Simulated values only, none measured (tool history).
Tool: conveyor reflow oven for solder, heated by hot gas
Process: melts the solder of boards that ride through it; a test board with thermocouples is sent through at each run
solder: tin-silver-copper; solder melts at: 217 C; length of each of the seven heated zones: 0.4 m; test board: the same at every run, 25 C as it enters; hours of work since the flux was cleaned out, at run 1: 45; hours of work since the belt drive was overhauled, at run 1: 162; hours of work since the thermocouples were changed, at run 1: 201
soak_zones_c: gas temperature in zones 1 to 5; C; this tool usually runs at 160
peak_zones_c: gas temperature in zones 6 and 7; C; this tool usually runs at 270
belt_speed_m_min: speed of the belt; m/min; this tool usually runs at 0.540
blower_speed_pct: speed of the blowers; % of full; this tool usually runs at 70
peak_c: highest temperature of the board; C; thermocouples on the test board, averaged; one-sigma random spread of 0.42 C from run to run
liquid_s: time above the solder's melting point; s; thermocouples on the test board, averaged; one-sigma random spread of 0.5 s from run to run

run,hour,soak_zones_c,peak_zones_c,belt_speed_m_min,blower_speed_pct,hours of work since the flux was cleaned out,hours of work since the belt drive was overhauled,hours of work since the thermocouples were changed,peak_c,liquid_s
1,0.0,160,270,0.540,70,45,162,201,249.8,58.3
2,61.5,160,270,0.540,70,81,199,237,249.2,57.7
3,116.9,160,270,0.540,61,114,231,270,245.4,54.1
4,160.3,160,270,0.540,61,140,257,295,245.4,52.7
5,215.3,160,270,0.540,70,172,289,328,248.8,57.2
6,257.6,160,270,0.617,70,197,314,353,242.3,43.6
7,307.0,160,270,0.617,70,226,343,382,241.2,43.0
8,343.4,160,270,0.617,70,248,365,403,241.7,42.3
9,395.3,160,270,0.617,77,278,396,434,244.0,44.9
10,434.6,155,280,0.540,70,302,419,457,254.1,61.1
11,473.8,155,280,0.540,70,325,442,480,254.2,60.6
12,510.6,155,280,0.540,70,346,464,502,253.4,60.4
# hour 521.4: thermocouples of zones 6 and 7 changed
13,567.3,173,270,0.616,70,379,496,27,245.1,49.6
14,629.9,160,274,0.649,70,416,533,64,242.4,39.9

Results per run with the tool's hidden condition removed, run-to-run variation unchanged:
Hidden state at play: heat that the gas passes to the board, % of a clean oven's; belt's true speed, % of the reading; true gas temperature in zones 6 and 7 over the reading, C; drift of the gauge itself on peak_c, C; drift of the gauge itself on liquid_s, %.
run,peak_c,liquid_s
1,250.7,59.0
2,250.5,58.8
3,246.9,55.7
4,247.2,54.5
5,251.1,59.4
6,245.1,46.5
7,244.4,46.4
8,245.2,46.0
9,248.0,49.0
10,258.2,64.4
11,258.5,64.2
12,258.0,64.2
13,248.2,52.8
14,246.5,44.3
